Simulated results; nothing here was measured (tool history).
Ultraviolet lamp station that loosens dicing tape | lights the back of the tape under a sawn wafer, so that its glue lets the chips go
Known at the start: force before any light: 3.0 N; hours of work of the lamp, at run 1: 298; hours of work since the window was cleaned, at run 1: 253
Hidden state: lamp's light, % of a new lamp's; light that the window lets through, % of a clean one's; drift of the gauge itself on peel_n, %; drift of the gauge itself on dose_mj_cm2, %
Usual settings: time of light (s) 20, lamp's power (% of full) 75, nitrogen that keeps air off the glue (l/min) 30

| run | day | time of light (s) | lamp's power (% of full) | nitrogen that keeps air off the glue (l/min) | hours of work of the lamp | hours of work since the window was cleaned | force that peels the tape off (N) | light that reached the tape (J/m2) |
|---|---|---|---|---|---|---|---|---|
| 1 | 0 | 20 | 75 | 30 | 298 | 253 | 0.2 | 2200 |
| 2 | 1.742 | 20 | 75 | 30 | 315 | 270 | 0.218 | 2230 |
| 3 | 2.954 | 25 | 75 | 30 | 327 | 282 | 0.135 | 2790 |
| 4 | 4.792 | 25 | 75 | 30 | 344 | 299 | 0.133 | 2730 |
| 5 | 5.954 | 25 | 75 | 30 | 356 | 311 | 0.142 | 2700 |
| 6 | 7.533 | 20 | 75 | 30 | 371 | 326 | 0.214 | 2150 |
| 7 | 8.45 | 20 | 75 | 30 | 380 | 335 | 0.204 | 2180 |
| 8 | 10.346 | 20 | 75 | 30 | 398 | 353 | 0.22 | 2140 |
| 9 | 11.804 | 20 | 75 | 30 | 412 | 367 | 0.219 | 2120 |
| 10 | 13.354 | 20 | 75 | 30 | 427 | 382 | 0.22 | 2140 |
| 11 | 14.508 | 20 | 75 | 30 | 439 | 394 | 0.216 | 2080 |
| 12 | 15.571 | 20 | 75 | 30 | 449 | 404 | 0.231 | 2090 |
| 13 | 16.633 | 20 | 68 | 30 | 459 | 414 | 0.269 | 1890 |
| 14 | 18.362 | 29 | 75 | 30 | 476 | 431 | 0.133 | 3010 |
| 15 | 19.621 | 14 | 67 | 37 | 488 | 443 | 0.478 | 1300 |
| 16 | 21.154 | 30 | 70 | 14 | 503 | 458 | 0.226 | 2840 |
| 17 | 22.908 | 30 | 70 | 14 | 520 | 475 | 0.235 | 2860 |
| 18 | 23.917 | 20 | 70 | 14 | 530 | 485 | 0.5 | 1870 |
| 19 | 25.546 | 20 | 75 | 10 | 545 | 500 | 0.55 | 2020 |
| 20 | 27.2 | 20 | 75 | 10 | 561 | 516 | 0.531 | 2020 |
| 21 | 28.308 | 20 | 61 | 28 | 572 | 527 | 0.393 | 1600 |
| 22 | 30.117 | 20 | 61 | 28 | 590 | 545 | 0.388 | 1640 |
| 23 | 31.842 | 20 | 60 | 25 | 606 | 561 | 0.444 | 1580 |
| 24 | 32.875 | 23 | 60 | 30 | 616 | 571 | 0.295 | 1800 |
| 25 | 34.008 | 29 | 65 | 50 | 627 | 582 | 0.13 | 2430 |
| 26 | 35.7 | 20 | 65 | 50 | 644 | 599 | 0.245 | 1610 |
| 27 | 37.471 | 25 | 65 | 50 | 661 | 616 | 0.166 | 2060 |

The same runs without the tool's hidden state, with the same run-to-run variation:
| run | force that peels the tape off (N) | light that reached the tape (J/m2) |
|---|---|---|
| 1 | 0.154 | 2550 |
| 2 | 0.166 | 2600 |
| 3 | 0.108 | 3260 |
| 4 | 0.104 | 3220 |
| 5 | 0.112 | 3200 |
| 6 | 0.155 | 2570 |
| 7 | 0.143 | 2610 |
| 8 | 0.155 | 2580 |
| 9 | 0.152 | 2580 |
| 10 | 0.15 | 2620 |
| 11 | 0.143 | 2570 |
| 12 | 0.156 | 2580 |
| 13 | 0.176 | 2350 |
| 14 | 0.106 | 3770 |
| 15 | 0.318 | 1630 |
| 16 | 0.148 | 3600 |
| 17 | 0.151 | 3650 |
| 18 | 0.323 | 2400 |
| 19 | 0.353 | 2610 |
| 20 | 0.336 | 2620 |
| 21 | 0.238 | 2100 |
| 22 | 0.226 | 2150 |
| 23 | 0.26 | 2100 |
| 24 | 0.166 | 2400 |
| 25 | 0.095 | 3260 |
| 26 | 0.137 | 2190 |
| 27 | 0.103 | 2800 |
